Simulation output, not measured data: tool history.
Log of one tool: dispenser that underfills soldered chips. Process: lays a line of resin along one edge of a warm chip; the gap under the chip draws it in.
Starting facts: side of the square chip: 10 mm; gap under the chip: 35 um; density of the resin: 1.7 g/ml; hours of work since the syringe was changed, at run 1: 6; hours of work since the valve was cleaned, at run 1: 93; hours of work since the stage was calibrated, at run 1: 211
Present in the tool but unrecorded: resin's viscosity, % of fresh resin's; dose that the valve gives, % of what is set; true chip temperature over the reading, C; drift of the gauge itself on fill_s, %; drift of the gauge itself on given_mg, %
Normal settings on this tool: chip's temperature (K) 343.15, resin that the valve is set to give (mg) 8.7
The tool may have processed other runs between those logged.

| run | day | chip's temperature (K) | resin that the valve is set to give (mg) | hours of work since the syringe was changed | hours of work since the valve was cleaned | hours of work since the stage was calibrated | time until the resin shows at the far edge (s) | resin that the valve gave (mg) |
|---|---|---|---|---|---|---|---|---|
| 1 | 0 | 343.15 | 8.7 | 6 | 93 | 211 | 48.9 | 7.93 |
|  | 0.217 | new syringe of resin |
| 2 | 0.217 | 343.15 | 8.7 | 0 | 97 | 215 | 34.7 | 8.11 |
| 3 | 0.388 | 343.15 | 8.7 | 3 | 100 | 218 | 41.2 | 8.09 |
| 4 | 0.567 | 343.15 | 8.7 | 6 | 103 | 221 | 49.5 | 8.04 |
|  | 0.767 | new syringe of resin |
| 5 | 0.783 | 332.15 | 8.7 | 0 | 107 | 225 | 59.4 | 7.9 |
| 6 | 1.021 | 332.15 | 10.31 | 5 | 111 | 229 | 71.7 | 9.4 |
|  | 1.121 | dispensing valve cleaned and set on the balance |
| 7 | 1.242 | 332.15 | 10.31 | 8 | 2 | 233 | 86.3 | 10.32 |
|  | 1.342 | new syringe of resin |
| 8 | 1.45 | 332.15 | 10.31 | 2 | 6 | 236 | 61.6 | 10.23 |
| 9 | 1.725 | 332.15 | 10.31 | 7 | 11 | 241 | 82.6 | 10.24 |
|  | 1.892 | new syringe of resin |
| 10 | 1.996 | 332.15 | 10.31 | 2 | 15 | 246 | 61.9 | 10.21 |
| 11 | 2.146 | 340.15 | 8.7 | 5 | 18 | 249 | 51.6 | 8.69 |
| 12 | 2.379 | 340.15 | 8.7 | 9 | 22 | 253 | 65.7 | 8.5 |
|  | 2.421 | new syringe of resin |
| 13 | 2.579 | 346.15 | 8.59 | 3 | 26 | 256 | 36.3 | 8.51 |
| 14 | 2.721 | 340.15 | 8.67 | 5 | 28 | 259 | 54.6 | 8.47 |
| 15 | 2.925 | 337.15 | 10.71 | 9 | 32 | 263 | 74.2 | 10.49 |
|  | 2.958 | new syringe of resin |
| 16 | 3.067 | 343.15 | 10.49 | 2 | 35 | 265 | 38.4 | 10.13 |
| 17 | 3.196 | 345.15 | 11.11 | 4 | 37 | 267 | 39.5 | 10.8 |
|  | 3.504 | new syringe of resin |
| 18 | 3.504 | 351.15 | 11.11 | 0 | 42 | 273 | 24.4 | 10.79 |
| 19 | 3.733 | 338.15 | 8.12 | 4 | 46 | 277 | 57.4 | 7.79 |
| 20 | 4.012 | 354.15 | 10.19 | 9 | 51 | 282 | 36.7 | 9.71 |

Below are 3 alternative next runs, each starting from the tool's condition after run 20. Predict each:
|  | 4.046 | new syringe of resin |
| A | 4.283 | 337.15 | 10.19 | 4 | 56 | 287 | ? | ? |
|  | 4.046 | new syringe of resin |
| B | 4.283 | 338.15 | 8.98 | 4 | 56 | 287 | ? | ? |
|  | 4.046 | new syringe of resin |
| C | 4.283 | 352.15 | 8.36 | 4 | 56 | 287 | ? | ? |

| run | time until the resin shows at the far edge (s) | resin that the valve gave (mg) |
|---|---|---|
| A | 58.1 | 9.7 |
| B | 56.1 | 8.47 |
| C | 30.9 | 7.9 |
Take away the tool's hidden state, keep each run's random variation, and the runs would have read:
| run | time until the resin shows at the far edge (s) | resin that the valve gave (mg) |
|---|---|---|
| A | 43.2 | 10.14 |
| B | 41.6 | 8.87 |
| C | 23 | 8.26 |
